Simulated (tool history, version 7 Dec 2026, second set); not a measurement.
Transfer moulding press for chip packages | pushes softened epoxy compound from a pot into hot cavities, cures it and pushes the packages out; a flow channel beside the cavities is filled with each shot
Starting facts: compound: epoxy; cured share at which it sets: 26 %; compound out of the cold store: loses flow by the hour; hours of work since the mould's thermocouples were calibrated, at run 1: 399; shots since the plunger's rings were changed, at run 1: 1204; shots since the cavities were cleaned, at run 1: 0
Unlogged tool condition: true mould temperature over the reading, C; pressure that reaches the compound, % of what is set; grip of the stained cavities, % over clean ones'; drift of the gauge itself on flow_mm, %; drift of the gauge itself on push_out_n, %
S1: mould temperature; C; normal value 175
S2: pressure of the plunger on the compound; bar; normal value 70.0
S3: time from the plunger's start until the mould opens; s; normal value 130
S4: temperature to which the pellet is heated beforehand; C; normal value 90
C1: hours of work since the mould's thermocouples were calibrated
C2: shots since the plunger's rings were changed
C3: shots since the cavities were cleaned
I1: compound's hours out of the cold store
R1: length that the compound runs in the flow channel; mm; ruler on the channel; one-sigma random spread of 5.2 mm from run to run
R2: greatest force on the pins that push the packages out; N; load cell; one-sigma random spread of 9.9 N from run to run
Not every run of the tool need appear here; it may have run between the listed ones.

run,hour,S1,S2,S3,S4,C1,C2,C3,I1,R1,R2
1,0.0,175,70.0,130,90,399,1204,0,43.8,892,441
2,48.2,175,70.0,130,90,431,1703,499,30.6,925,452
# hour 77.7: cavities cleaned with cleaning compound and waxed
3,108.7,182,70.0,130,90,470,2314,321,39.3,891,407
# hour 158.7: cavities cleaned with cleaning compound and waxed
4,178.0,175,85.0,130,90,514,3017,200,15.6,1062,459
5,217.5,175,85.0,130,90,540,3426,609,15.2,1058,452
# hour 238.0: cavities cleaned with cleaning compound and waxed
6,263.6,175,85.0,130,90,570,3888,265,26.3,1028,453
7,302.2,175,85.0,130,90,595,4288,665,16.9,1055,454
# hour 318.3: cavities cleaned with cleaning compound and waxed
8,347.0,175,85.0,130,90,623,4737,298,39.3,990,439
# hour 388.4: plunger's sealing rings changed
# hour 400.0: cavities cleaned with cleaning compound and waxed
9,415.0,175,53.4,130,90,665,259,155,37.3,788,437
# hour 422.6: mould's thermocouples calibrated
# hour 480.4: cavities cleaned with cleaning compound and waxed
10,480.4,175,71.4,130,90,37,901,0,24.2,949,452
11,541.8,175,59.1,130,90,77,1537,636,21.7,867,457
# hour 559.1: cavities cleaned with cleaning compound and waxed
12,599.8,175,70.0,130,90,114,2123,422,30.3,927,439
# hour 637.2: cavities cleaned with cleaning compound and waxed
13,637.4,175,70.0,130,90,138,2496,1,28.5,933,433
14,682.3,175,70.0,130,95,168,2962,467,42.6,894,457
# hour 717.8: cavities cleaned with cleaning compound and waxed
15,718.6,175,70.0,130,95,191,3322,8,24.6,949,468
16,768.7,183,70.0,130,86,224,3842,528,18.4,945,415
# hour 795.9: cavities cleaned with cleaning compound and waxed
17,804.0,177,58.9,111,82,246,4191,83,36.6,826,505
18,843.5,177,58.9,111,82,272,4600,492,14.9,882,521
# hour 874.2: cavities cleaned with cleaning compound and waxed
19,889.5,178,80.1,141,94,301,5061,158,23.4,996,411
# hour 896.7: plunger's sealing rings changed
20,951.8,178,73.6,129,94,340,571,778,10.7,995,434
# hour 959.7: cavities cleaned with cleaning compound and waxed
21,1021.0,175,70.0,142,82,385,1273,635,29.5,922,424
# hour 1040.5: cavities cleaned with cleaning compound and waxed
22,1057.8,169,77.9,149,86,408,1639,180,40.3,959,493
23,1094.4,169,77.9,149,86,432,2017,558,44.0,953,460
# hour 1120.7: cavities cleaned with cleaning compound and waxed
24,1163.8,169,77.9,149,86,477,2721,447,33.3,979,492
# hour 1200.1: cavities cleaned with cleaning compound and waxed
25,1210.1,169,77.9,149,86,506,3185,104,27.4,986,478
26,1246.2,175,72.0,132,90,530,3558,477,36.3,925,440
27,1275.7,175,72.0,140,91,549,3864,783,42.3,910,429

Predict each of these 4 candidate next runs independently; none follows another, all start after run 27:
# hour 1283.0: cavities cleaned with cleaning compound and waxed
A,1311.3,175,74.5,140,83,571,4218,294,24.6,?,?
# hour 1283.0: cavities cleaned with cleaning compound and waxed
B,1311.3,175,70.0,119,83,571,4218,294,12.4,?,?
# hour 1283.0: cavities cleaned with cleaning compound and waxed
C,1311.3,175,73.4,124,82,571,4218,294,21.8,?,?
# hour 1283.0: cavities cleaned with cleaning compound and waxed
D,1311.3,174,82.0,124,91,571,4218,294,28.2,?,?

run,R1,R2
A,963,425
B,974,521
C,976,482
D,1008,509
Had the tool no hidden state, the same runs would have come out as:
run,R1,R2
A,964,421
B,975,517
C,976,477
D,1008,505
